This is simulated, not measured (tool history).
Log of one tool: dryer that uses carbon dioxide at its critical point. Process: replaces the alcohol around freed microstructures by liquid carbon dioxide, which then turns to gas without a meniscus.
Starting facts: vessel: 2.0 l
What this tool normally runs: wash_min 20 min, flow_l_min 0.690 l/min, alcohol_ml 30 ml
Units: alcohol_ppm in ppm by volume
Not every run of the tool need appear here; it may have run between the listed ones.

{"run": 1, "day": 0.0, "wash_min": 20, "flow_l_min": 0.69, "alcohol_ml": 30, "alcohol_ppm": 191}
{"run": 2, "day": 0.746, "wash_min": 20, "flow_l_min": 0.69, "alcohol_ml": 30, "alcohol_ppm": 197}
{"run": 3, "day": 1.433, "wash_min": 21, "flow_l_min": 0.69, "alcohol_ml": 30, "alcohol_ppm": 180}
{"run": 4, "day": 2.05, "wash_min": 21, "flow_l_min": 0.69, "alcohol_ml": 30, "alcohol_ppm": 182}
{"run": 5, "day": 2.471, "wash_min": 20, "flow_l_min": 0.69, "alcohol_ml": 30, "alcohol_ppm": 208}
{"run": 6, "day": 3.067, "wash_min": 20, "flow_l_min": 0.69, "alcohol_ml": 30, "alcohol_ppm": 212}
{"run": 7, "day": 3.562, "wash_min": 20, "flow_l_min": 0.69, "alcohol_ml": 30, "alcohol_ppm": 208}
{"run": 8, "day": 4.046, "wash_min": 13, "flow_l_min": 0.69, "alcohol_ml": 30, "alcohol_ppm": 731}
{"run": 9, "day": 4.425, "wash_min": 13, "flow_l_min": 0.69, "alcohol_ml": 30, "alcohol_ppm": 774}
{"run": 10, "day": 5.2, "wash_min": 25, "flow_l_min": 0.69, "alcohol_ml": 30, "alcohol_ppm": 129}
{"run": 11, "day": 5.733, "wash_min": 25, "flow_l_min": 0.69, "alcohol_ml": 30, "alcohol_ppm": 132}
{"run": 12, "day": 6.317, "wash_min": 20, "flow_l_min": 0.709, "alcohol_ml": 30, "alcohol_ppm": 217}
{"run": 13, "day": 7.0, "wash_min": 18, "flow_l_min": 0.709, "alcohol_ml": 30, "alcohol_ppm": 300}
{"run": 14, "day": 7.558, "wash_min": 20, "flow_l_min": 0.69, "alcohol_ml": 77, "alcohol_ppm": 456}
{"run": 15, "day": 8.008, "wash_min": 20, "flow_l_min": 0.525, "alcohol_ml": 30, "alcohol_ppm": 516}
{"run": 16, "day": 8.892, "wash_min": 20, "flow_l_min": 0.525, "alcohol_ml": 30, "alcohol_ppm": 520}
{"run": 17, "day": 9.517, "wash_min": 20, "flow_l_min": 0.676, "alcohol_ml": 30, "alcohol_ppm": 244}
{"run": 18, "day": 10.046, "wash_min": 29, "flow_l_min": 0.69, "alcohol_ml": 30, "alcohol_ppm": 119}
{"run": 19, "day": 10.896, "wash_min": 29, "flow_l_min": 0.69, "alcohol_ml": 30, "alcohol_ppm": 121}
{"run": 20, "day": 11.779, "wash_min": 20, "flow_l_min": 0.69, "alcohol_ml": 69, "alcohol_ppm": 452}
{"run": 21, "day": 12.267, "wash_min": 20, "flow_l_min": 0.813, "alcohol_ml": 30, "alcohol_ppm": 182}
{"run": 22, "day": 13.062, "wash_min": 20, "flow_l_min": 0.813, "alcohol_ml": 30, "alcohol_ppm": 161}
{"run": 23, "day": 13.588, "wash_min": 18, "flow_l_min": 0.813, "alcohol_ml": 30, "alcohol_ppm": 222}
{"run": 24, "day": 14.083, "wash_min": 20, "flow_l_min": 0.69, "alcohol_ml": 30, "alcohol_ppm": 266}
{"run": 25, "day": 14.879, "wash_min": 28, "flow_l_min": 0.451, "alcohol_ml": 30, "alcohol_ppm": 348}
{"run": 26, "day": 15.683, "wash_min": 18, "flow_l_min": 0.433, "alcohol_ml": 33, "alcohol_ppm": 1360}
{"run": 27, "day": 16.554, "wash_min": 20, "flow_l_min": 0.69, "alcohol_ml": 32, "alcohol_ppm": 292}
{"run": 28, "day": 17.388, "wash_min": 20, "flow_l_min": 0.69, "alcohol_ml": 32, "alcohol_ppm": 283}
{"run": 29, "day": 18.079, "wash_min": 20, "flow_l_min": 0.69, "alcohol_ml": 32, "alcohol_ppm": 300}
{"run": 30, "day": 18.8, "wash_min": 17, "flow_l_min": 0.715, "alcohol_ml": 36, "alcohol_ppm": 454}
{"run": 31, "day": 19.246, "wash_min": 19, "flow_l_min": 0.834, "alcohol_ml": 60, "alcohol_ppm": 290}
{"run": 32, "day": 20.029, "wash_min": 19, "flow_l_min": 0.834, "alcohol_ml": 60, "alcohol_ppm": 315}
{"run": 33, "day": 20.788, "wash_min": 19, "flow_l_min": 0.834, "alcohol_ml": 60, "alcohol_ppm": 306}
{"run": 34, "day": 21.45, "wash_min": 26, "flow_l_min": 0.484, "alcohol_ml": 60, "alcohol_ppm": 648}
{"run": 35, "day": 21.942, "wash_min": 13, "flow_l_min": 0.707, "alcohol_ml": 120, "alcohol_ppm": 3240}
{"run": 36, "day": 22.55, "wash_min": 13, "flow_l_min": 0.707, "alcohol_ml": 120, "alcohol_ppm": 3240}
{"run": 37, "day": 23.217, "wash_min": 17, "flow_l_min": 0.69, "alcohol_ml": 20, "alcohol_ppm": 369}
{"run": 38, "day": 24.079, "wash_min": 17, "flow_l_min": 0.69, "alcohol_ml": 20, "alcohol_ppm": 378}
{"run": 39, "day": 24.5, "wash_min": 20, "flow_l_min": 0.904, "alcohol_ml": 26, "alcohol_ppm": 181}
{"run": 40, "day": 25.162, "wash_min": 31, "flow_l_min": 0.842, "alcohol_ml": 30, "alcohol_ppm": 137}
{"day": 25.388, "done": "inlet filter changed"}
{"run": 41, "day": 25.592, "wash_min": 31, "flow_l_min": 0.842, "alcohol_ml": 30, "alcohol_ppm": 152}
{"run": 42, "day": 26.233, "wash_min": 31, "flow_l_min": 1.016, "alcohol_ml": 71, "alcohol_ppm": 148}
{"run": 43, "day": 26.996, "wash_min": 31, "flow_l_min": 1.016, "alcohol_ml": 80, "alcohol_ppm": 145}
{"run": 44, "day": 27.65, "wash_min": 13, "flow_l_min": 0.69, "alcohol_ml": 44, "alcohol_ppm": 1118}
{"run": 45, "day": 28.421, "wash_min": 17, "flow_l_min": 0.45, "alcohol_ml": 117, "alcohol_ppm": 4184}
{"run": 46, "day": 28.8, "wash_min": 22, "flow_l_min": 0.464, "alcohol_ml": 41, "alcohol_ppm": 738}
{"run": 47, "day": 29.425, "wash_min": 17, "flow_l_min": 1.075, "alcohol_ml": 39, "alcohol_ppm": 185}
{"day": 29.896, "done": "purifier's bed changed"}
{"run": 48, "day": 30.079, "wash_min": 17, "flow_l_min": 1.075, "alcohol_ml": 39, "alcohol_ppm": 38}

Table of differences, measured result less the result of that run with no hidden state. Run-to-run variation is the same in both. Gauge scatter possibly is not:
The hidden state here: flow that reaches the vessel past the clogged filter, %; alcohol in the recycled carbon dioxide, ppm; drift of the gauge itself on alcohol_ppm, %.
run=1 alcohol_ppm=+72
run=2 alcohol_ppm=+76
run=3 alcohol_ppm=+78
run=4 alcohol_ppm=+79
run=5 alcohol_ppm=+84
run=6 alcohol_ppm=+87
run=7 alcohol_ppm=+88
run=8 alcohol_ppm=+120
run=9 alcohol_ppm=+127
run=10 alcohol_ppm=+89
run=11 alcohol_ppm=+93
run=12 alcohol_ppm=+103
run=13 alcohol_ppm=+114
run=14 alcohol_ppm=+142
run=15 alcohol_ppm=+141
run=16 alcohol_ppm=+148
run=17 alcohol_ppm=+117
run=18 alcohol_ppm=+100
run=19 alcohol_ppm=+103
run=20 alcohol_ppm=+172
run=21 alcohol_ppm=+118
run=22 alcohol_ppm=+119
run=23 alcohol_ppm=+134
run=24 alcohol_ppm=+142
run=25 alcohol_ppm=+162
run=26 alcohol_ppm=+299
run=27 alcohol_ppm=+158
run=28 alcohol_ppm=+157
run=29 alcohol_ppm=+167
run=30 alcohol_ppm=+205
run=31 alcohol_ppm=+175
run=32 alcohol_ppm=+187
run=33 alcohol_ppm=+189
run=34 alcohol_ppm=+280
run=35 alcohol_ppm=+844
run=36 alcohol_ppm=+864
run=37 alcohol_ppm=+200
run=38 alcohol_ppm=+206
run=39 alcohol_ppm=+152
run=40 alcohol_ppm=+137
run=41 alcohol_ppm=+142
run=42 alcohol_ppm=+142
run=43 alcohol_ppm=+140
run=44 alcohol_ppm=+180
run=45 alcohol_ppm=+294
run=46 alcohol_ppm=+179
run=47 alcohol_ppm=+149
run=48 alcohol_ppm=+4
